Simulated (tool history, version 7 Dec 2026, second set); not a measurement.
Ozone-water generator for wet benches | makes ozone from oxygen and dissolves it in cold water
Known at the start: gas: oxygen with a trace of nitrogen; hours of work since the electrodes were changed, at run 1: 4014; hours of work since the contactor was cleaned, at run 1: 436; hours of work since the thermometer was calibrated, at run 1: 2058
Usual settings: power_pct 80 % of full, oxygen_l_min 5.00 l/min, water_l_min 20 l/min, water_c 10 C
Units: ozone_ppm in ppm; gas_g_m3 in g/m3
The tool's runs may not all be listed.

run	hour	power_pct	oxygen_l_min	water_l_min	water_c	hours of work since the electrodes were changed	hours of work since the contactor was cleaned	hours of work since the thermometer was calibrated	ozone_ppm	gas_g_m3
1	0.0	80	5.00	20	10	4014	436	2058	25.8	201.7
2	74.1	80	5.00	20	10	4069	491	2114	25.7	200.8
3	153.1	80	5.00	20	17	4129	551	2173	23.4	197.3
4	269.9	80	5.00	20	17	4217	639	2261	23.3	198.0
5	350.8	80	5.00	20	17	4278	700	2322	22.8	195.5
6	461.2	80	5.00	20	17	4361	783	2406	22.9	194.1
# hour 469.3: water thermometer calibrated
7	543.6	80	4.73	20	17	4423	845	56	22.5	199.7
8	617.2	69	6.94	12	10	4478	900	111	35.5	162.9
9	750.6	43	3.46	20	10	4579	1001	212	15.4	155.5
10	842.6	43	3.46	20	10	4648	1070	281	15.7	154.9
# hour 928.5: water thermometer calibrated, once more
11	976.1	43	2.91	18	10	4749	1170	36	16.0	163.0
12	1064.2	85	3.38	16	6	4815	1237	102	28.1	223.3
13	1198.5	41	5.12	13	11	4916	1338	203	23.0	133.4

4 ways to go on from here, each from the tool as it stands after run 13. What would each give?
A	1276.5	85	3.23	27	11	4975	1397	262	?	?
B	1276.5	80	7.26	20	12	4975	1397	262	?	?
C	1276.5	80	5.27	12	13	4975	1397	262	?	?
D	1276.5	46	7.76	20	10	4975	1397	262	?	?

run	ozone_ppm	gas_g_m3
A	15.8	225.2
B	26.0	168.6
C	34.3	188.7
D	19.8	123.1
Without the tool's hidden state the same runs would have given:
run	ozone_ppm	gas_g_m3
A	20.3	281.7
B	33.1	209.6
C	43.3	234.3
D	23.7	143.3
